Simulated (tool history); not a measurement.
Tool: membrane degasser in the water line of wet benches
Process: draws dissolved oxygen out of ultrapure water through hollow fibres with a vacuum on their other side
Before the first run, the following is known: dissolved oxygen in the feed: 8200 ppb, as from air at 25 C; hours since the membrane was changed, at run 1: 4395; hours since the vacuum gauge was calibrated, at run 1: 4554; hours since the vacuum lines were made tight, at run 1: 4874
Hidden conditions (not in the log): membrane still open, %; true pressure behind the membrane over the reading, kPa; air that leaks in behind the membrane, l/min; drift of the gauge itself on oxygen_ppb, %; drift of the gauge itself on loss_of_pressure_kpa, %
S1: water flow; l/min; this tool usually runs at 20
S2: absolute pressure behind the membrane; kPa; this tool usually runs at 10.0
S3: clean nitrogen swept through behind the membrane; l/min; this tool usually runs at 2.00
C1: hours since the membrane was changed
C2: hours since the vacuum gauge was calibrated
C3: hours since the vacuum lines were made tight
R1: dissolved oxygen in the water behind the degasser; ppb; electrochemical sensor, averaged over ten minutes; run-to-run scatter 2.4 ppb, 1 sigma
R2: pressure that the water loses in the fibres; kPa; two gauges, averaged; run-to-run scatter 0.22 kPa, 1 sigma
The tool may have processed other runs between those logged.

| run | hour | S1 | S2 | S3 | C1 | C2 | C3 | R1 | R2 |
|---|---|---|---|---|---|---|---|---|---|
| 1 | 0.0 | 20 | 10.0 | 2.00 | 4395 | 4554 | 4874 | 244.5 | 55.68 |
| 2 | 72.3 | 20 | 10.0 | 2.00 | 4467 | 4627 | 4946 | 248.6 | 55.74 |
| 3 | 137.8 | 20 | 10.0 | 2.00 | 4533 | 4692 | 5011 | 247.2 | 55.77 |
| 4 | 215.6 | 20 | 10.0 | 2.00 | 4610 | 4770 | 5089 | 249.9 | 56.11 |
| 5 | 320.1 | 17 | 10.0 | 2.00 | 4715 | 4875 | 5194 | 183.6 | 47.46 |
| 6 | 409.8 | 20 | 10.0 | 2.00 | 4805 | 4964 | 5283 | 251.2 | 55.59 |
| 7 | 479.2 | 20 | 15.1 | 2.00 | 4874 | 5034 | 5353 | 368.3 | 55.93 |
| 8 | 596.7 | 20 | 15.1 | 2.00 | 4992 | 5151 | 5470 | 365.7 | 55.99 |
| 9 | 710.0 | 17 | 10.0 | 2.00 | 5105 | 5264 | 5584 | 185.5 | 48.01 |
| 10 | 796.1 | 17 | 10.0 | 2.00 | 5191 | 5351 | 5670 | 184.0 | 47.27 |
| 11 | 889.1 | 20 | 16.4 | 2.00 | 5284 | 5443 | 5763 | 391.8 | 55.90 |
| 12 | 967.4 | 20 | 16.4 | 2.00 | 5362 | 5522 | 5841 | 395.5 | 55.82 |
| 13 | 1044.8 | 20 | 10.6 | 2.00 | 5440 | 5599 | 5918 | 260.5 | 55.89 |
| 14 | 1139.9 | 29 | 10.6 | 2.00 | 5535 | 5694 | 6013 | 528.4 | 80.81 |
| 15 | 1244.3 | 20 | 10.0 | 4.65 | 5639 | 5799 | 6118 | 163.2 | 55.83 |
| 16 | 1336.5 | 20 | 10.0 | 4.65 | 5731 | 5891 | 6210 | 163.5 | 56.22 |
| 17 | 1431.3 | 20 | 10.0 | 4.65 | 5826 | 5986 | 6305 | 163.6 | 55.85 |
| 18 | 1545.9 | 20 | 16.7 | 2.00 | 5941 | 6100 | 6419 | 404.6 | 55.55 |

Run 19 comes next. What will it give?
|  | 1555.9 | vacuum gauge calibrated |
| 19 | 1607.9 | 20 | 16.7 | 2.00 | 6002 | 52 | 6481 | ? | ? |

Run 19 yielded R1 410.4 ppb, R2 55.61 kPa.
With no hidden state in the tool, this same run would have given R1 391.6 ppb, R2 54.32 kPa.

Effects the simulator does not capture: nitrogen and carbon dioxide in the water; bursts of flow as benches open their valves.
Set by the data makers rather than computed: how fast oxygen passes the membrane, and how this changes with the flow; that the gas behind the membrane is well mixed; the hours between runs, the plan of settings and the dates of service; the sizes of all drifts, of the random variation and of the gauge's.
